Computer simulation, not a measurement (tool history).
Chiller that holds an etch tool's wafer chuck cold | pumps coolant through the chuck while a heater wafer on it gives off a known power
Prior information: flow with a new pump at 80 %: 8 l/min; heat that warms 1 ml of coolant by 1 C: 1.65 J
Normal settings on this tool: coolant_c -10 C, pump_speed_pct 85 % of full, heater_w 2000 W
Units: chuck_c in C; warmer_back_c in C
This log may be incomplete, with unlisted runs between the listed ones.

run	hour	coolant_c	pump_speed_pct	heater_w	chuck_c	warmer_back_c
1	0.0	-10	85	2000	9.9	8.62
2	34.5	-10	85	2000	10.1	8.54
3	61.2	-10	85	2000	10.0	8.63
4	78.2	-10	85	2000	10.1	8.63
5	97.0	-10	85	2000	10.2	8.59
6	130.8	-10	85	2000	10.0	8.61
7	167.7	-10	85	2000	10.1	8.57
8	201.3	-10	85	2000	10.0	8.61
9	238.6	-10	85	2000	10.0	8.65
10	272.0	-10	72	2000	12.3	10.06
11	287.5	-10	72	2000	12.5	10.14
12	303.7	-10	72	2000	12.5	10.17
13	323.8	0	63	2361	29.4	13.67
14	348.4	-10	65	2000	14.4	11.23
15	371.0	-10	66	2180	16.1	11.98
16	386.8	-1	66	2180	25.1	12.08
17	420.2	-1	66	2180	25.2	12.02
18	449.7	-11	85	2000	9.0	8.51
19	470.5	-11	64	1327	5.4	7.57
20	498.9	-13	92	1226	-1.5	4.88
21	531.4	-13	92	1226	-1.3	4.85
22	556.1	-13	92	1226	-1.3	4.84
23	572.1	-19	74	2000	3.1	9.86

Not shown: 1 entry that the log had between the listed runs. Between which runs, and how does the tool's hidden state differ before and after?
In the gap between runs 17 and 18: chiller's thermometer calibrated (hour 427.1)
  nothing in the hidden state changes from one run to the other
